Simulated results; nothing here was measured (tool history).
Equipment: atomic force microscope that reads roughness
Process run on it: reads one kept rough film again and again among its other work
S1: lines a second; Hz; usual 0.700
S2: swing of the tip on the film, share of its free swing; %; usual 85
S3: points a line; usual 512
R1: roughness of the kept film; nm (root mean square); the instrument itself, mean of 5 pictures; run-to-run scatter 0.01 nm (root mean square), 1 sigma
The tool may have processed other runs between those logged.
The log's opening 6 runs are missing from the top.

run,hour,S1,S2,S3,R1
7,135.4,0.939,85,512,2.170
8,151.5,0.939,85,512,2.142
9,183.4,0.939,69,512,2.262
10,207.1,1.669,85,512,2.005
11,240.7,1.669,85,512,1.975
12,264.9,1.669,85,512,1.941
13,283.8,1.391,85,512,2.005
14,315.2,1.391,85,512,1.984
15,342.3,1.391,85,512,1.957
# hour 348.1: new tip fitted
16,363.9,1.391,85,512,2.133
17,393.6,0.509,58,1019,2.405
18,415.0,0.700,90,688,2.221
19,433.6,0.987,67,609,2.317
20,462.8,0.987,67,609,2.316
21,491.0,0.700,85,264,2.188
22,513.3,0.700,85,592,2.199
23,528.7,1.474,60,408,2.267
24,562.9,0.577,75,512,2.249
25,578.5,0.655,75,639,2.224
26,614.2,3.405,86,357,1.655
27,632.7,1.361,83,549,1.998
28,658.3,1.361,83,549,2.012
# hour 675.4: new tip fitted
29,684.7,1.361,55,406,2.407
30,711.0,0.598,83,608,2.322

Branching from run 30: 4 alternative next runs. What would each branch give?
A,746.3,2.959,59,410,?
B,746.3,0.598,83,397,?
C,746.3,3.300,85,290,?
D,746.3,2.052,85,360,?

run,R1
A,2.243
B,2.281
C,1.748
D,1.946
Without the tool's unlogged condition, the same runs would have read:
run,R1
A,2.286
B,2.325
C,1.782
D,1.983
